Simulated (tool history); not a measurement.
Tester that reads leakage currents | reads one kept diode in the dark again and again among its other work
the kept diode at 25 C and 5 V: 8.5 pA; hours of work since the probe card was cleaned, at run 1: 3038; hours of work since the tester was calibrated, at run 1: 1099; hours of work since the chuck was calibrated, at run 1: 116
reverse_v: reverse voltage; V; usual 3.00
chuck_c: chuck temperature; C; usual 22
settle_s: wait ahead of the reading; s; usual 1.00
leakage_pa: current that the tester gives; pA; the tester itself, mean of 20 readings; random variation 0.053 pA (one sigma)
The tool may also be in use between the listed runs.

run    hour  reverse_v  chuck_c  settle_s  hours of work since the probe card was cleaned  hours of work since the tester was calibrated  hours of work since the chuck was calibrated  leakage_pa
  1     0.0       3.00       22      1.00                                            3038                                           1099                                           116       11.73
  2   203.3       3.00       22      1.00                                            3168                                           1229                                           246       11.97
      299.8  -- probe card cleaned and baked
  3   370.9       3.00       22      0.71                                              45                                           1335                                           351        5.79
  4   619.8       3.00       22      0.71                                             205                                           1494                                           511        6.03
  5   877.7       3.00       22      0.71                                             370                                           1659                                           676        6.31
  6  1034.0       3.00       22      0.71                                             470                                           1759                                           776        6.48
  7  1294.0       3.00       22      0.71                                             636                                           1925                                           942        6.86
  8  1551.5       3.00       22      0.71                                             801                                           2090                                          1107        7.13
  9  1739.9       3.00       22      1.00                                             921                                           2211                                          1227        7.29
 10  1930.9       1.75       22      1.00                                            1044                                           2333                                          1349        5.53
 11  2167.5       3.00       22      1.00                                            1195                                           2484                                          1501        7.72
 12  2442.0       3.00       22      1.07                                            1371                                           2660                                          1677        7.94
 13  2631.1       3.00       22      1.00                                            1492                                           2781                                          1798        8.11
 14  2922.3       3.00       22      1.00                                            1678                                           2967                                          1984        8.49
     2943.8  -- tester calibrated
     2945.8  -- chuck's temperature calibrated
 15  3159.6       3.00       22      1.00                                            1827                                            137                                           137        9.11
 16  3298.1       3.00       22      1.00                                            1916                                            225                                           225        9.24
 17  3558.3       3.00       22      1.00                                            2083                                            392                                           392        9.59
 18  3783.0       3.00       22      1.00                                            2226                                            536                                           536        9.85
     3832.7  -- tester calibrated, once more
 19  3955.6       3.00       22      1.00                                            2335                                             79                                           645        9.85
 20  4089.3       3.00       22      9.42                                            2421                                            164                                           730        9.93
 21  4350.2       5.22       27      1.06                                            2588                                            331                                           897       19.24
 22  4476.8       7.76       31      7.91                                            2669                                            412                                           978       30.60
 23  4739.0       7.76       31      7.91                                            2837                                            580                                          1146       31.38
 24  5011.3      16.41       57      1.00                                            3011                                            754                                          1320      233.85
 25  5163.3       2.15       30      0.92                                            3108                                            851                                          1418       14.00
 26  5284.6       2.53       30      0.65                                            3186                                            929                                          1495       15.61
     5348.0  -- probe card cleaned and baked
 27  5506.2       3.08       44      6.71                                             101                                           1069                                          1635       37.59
 28  5785.1      19.45       44      6.71                                             280                                           1247                                          1814       78.62
 29  6032.1      19.45       44      6.71                                             438                                           1405                                          1972       80.00
     6066.4  -- chuck's temperature calibrated
 30  6219.7       1.89       22      0.91                                             556                                           1524                                            98        5.20
 31  6369.1       1.89       22      0.91                                             652                                           1620                                           194        5.38
 32  6490.5       1.89       22      0.91                                             730                                           1697                                           271        5.37
 33  6657.2       1.60       46      0.77                                             836                                           1804                                           378       35.89
 34  6934.8       3.72       50      3.81                                            1014                                           1982                                           556       68.99
 35  7118.0       3.00       38      1.00                                            1131                                           2099                                           673       24.60
 36  7355.0       3.00       23      1.00                                            1283                                           2251                                           825        8.34
 37  7593.2       7.12       23      3.55                                            1435                                           2403                                           977       14.49
 38  7821.0       5.88       46      8.99                                            1581                                           2549                                          1123       62.20
 39  7952.2       5.88       46      8.99                                            1665                                           2633                                          1207       62.24

Hidden state at the last listed run before each entry between runs and at the first one after, where it differs:
Between runs 2 and 3: probe card cleaned and baked (hour 299.8)
  stray current of the dirty probe card, pA a volt: 2.127 -> 0.055; current scale over the true one, %: 0.15 -> 0.17; true chuck temperature over the reading, C: 0.06 -> 0.02
  measured less the result without the state, leakage_pa: +6.38 -> +0.12 pA
Between runs 14 and 15: tester calibrated (hour 2943.8); chuck's temperature calibrated (hour 2945.8)
  stray current of the dirty probe card, pA a volt: 1.095 -> 1.186; current scale over the true one, %: 0.44 -> 0.68; true chuck temperature over the reading, C: -0.57 -> 0.07
  measured less the result without the state, leakage_pa: +2.98 -> +3.60 pA
Between runs 18 and 19: tester calibrated, once more (hour 3832.7)
  stray current of the dirty probe card, pA a volt: 1.432 -> 1.504; current scale over the true one, %: 0.75 -> 0.18; true chuck temperature over the reading, C: -0.08 -> -0.12
  measured less the result without the state, leakage_pa: +4.27 -> +4.38 pA
Between runs 26 and 27: probe card cleaned and baked (hour 5348.0)
  stray current of the dirty probe card, pA a volt: 2.035 -> 0.091; current scale over the true one, %: 0.32 -> 0.35; true chuck temperature over the reading, C: -0.44 -> -0.49
  measured less the result without the state, leakage_pa: +4.75 -> -1.19 pA
Between runs 29 and 30: chuck's temperature calibrated (hour 6066.4)
  stray current of the dirty probe card, pA a volt: 0.303 -> 0.378; current scale over the true one, %: 0.4 -> 0.43; true chuck temperature over the reading, C: -0.62 -> -0.1
  measured less the result without the state, leakage_pa: +1.92 -> +0.66 pA
